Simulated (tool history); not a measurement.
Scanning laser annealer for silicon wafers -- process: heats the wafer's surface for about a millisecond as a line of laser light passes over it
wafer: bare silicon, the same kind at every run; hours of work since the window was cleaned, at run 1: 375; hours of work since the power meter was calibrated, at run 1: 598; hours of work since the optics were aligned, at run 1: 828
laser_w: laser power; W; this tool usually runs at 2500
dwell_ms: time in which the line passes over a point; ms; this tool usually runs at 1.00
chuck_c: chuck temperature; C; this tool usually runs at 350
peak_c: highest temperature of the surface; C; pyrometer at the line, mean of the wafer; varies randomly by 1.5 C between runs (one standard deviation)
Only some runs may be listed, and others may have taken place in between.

run,hour,laser_w,dwell_ms,chuck_c,hours of work since the window was cleaned,hours of work since the power meter was calibrated,hours of work since the optics were aligned,peak_c
1,0.0,2500,1.00,350,375,598,828,1117
2,14.1,2500,1.00,350,383,606,836,1117
3,34.9,2500,1.00,350,395,619,849,1116
4,58.3,2500,1.00,350,409,632,862,1117
5,78.2,2500,1.00,350,421,644,874,1112
6,103.4,2500,1.00,364,436,659,889,1127
7,122.4,2500,1.00,350,447,670,900,1114
# hour 128.8: optics aligned, line set to its width
8,153.1,2500,1.00,350,462,685,14,1108
9,172.0,2500,1.00,350,473,696,26,1108
10,196.7,2500,1.04,350,488,711,40,1122
11,211.6,2500,1.04,350,496,720,49,1120
12,225.5,2500,1.04,350,505,728,57,1120
13,239.0,2500,0.77,350,513,736,65,1022
# hour 252.6: optics aligned, line set to its width, once more
14,261.1,2423,0.77,350,523,746,5,1009
15,283.9,2199,0.77,350,536,760,18,944
16,305.7,2500,1.00,336,549,772,31,1101
17,333.0,2500,1.00,336,565,789,47,1102
18,362.9,2500,1.00,336,583,806,65,1100
19,375.6,2500,1.00,336,590,814,73,1099
# hour 388.9: window over the wafer cleaned
20,405.3,2588,1.00,336,10,830,89,1155
21,421.6,2500,1.00,350,19,840,99,1141
22,447.5,2544,1.00,318,35,855,114,1124
23,467.6,2500,0.76,350,46,867,126,1048
24,482.4,2722,0.73,350,55,875,134,1099
25,508.9,2165,0.94,380,71,891,150,1040
26,524.4,2165,0.94,380,80,900,159,1041
27,544.7,2165,0.94,380,92,912,171,1041
28,564.8,2325,0.96,315,104,924,183,1033
29,581.7,2325,0.96,315,114,934,193,1030
30,605.0,2302,1.00,350,128,948,207,1073
31,624.4,2139,1.00,327,139,959,218,994
32,655.2,2139,1.00,327,157,977,236,992
33,675.7,2460,1.00,327,169,989,248,1096
34,692.6,2460,1.00,327,179,1000,258,1096
35,724.2,2161,1.09,331,198,1018,277,1030
36,752.5,2447,1.08,316,215,1035,294,1107
37,771.5,2361,1.08,316,226,1046,305,1078
38,787.9,2361,0.96,340,235,1056,315,1063
39,807.6,2500,1.00,328,247,1067,326,1108
40,822.4,2143,1.14,370,256,1076,335,1076
41,839.2,2143,1.14,370,266,1086,345,1074
42,865.2,2335,1.00,346,281,1101,360,1072

Branching from run 42: 3 alternative next runs. What would each branch give?
A,881.2,2335,0.70,321,290,1111,370,?
B,881.2,2666,1.23,347,290,1111,370,?
C,881.2,2270,1.00,350,290,1111,370,?

run,peak_c
A,940
B,1262
C,1052
Take away the tool's hidden state, keep each run's random variation, and the runs would have read:
run,peak_c
A,951
B,1279
C,1065
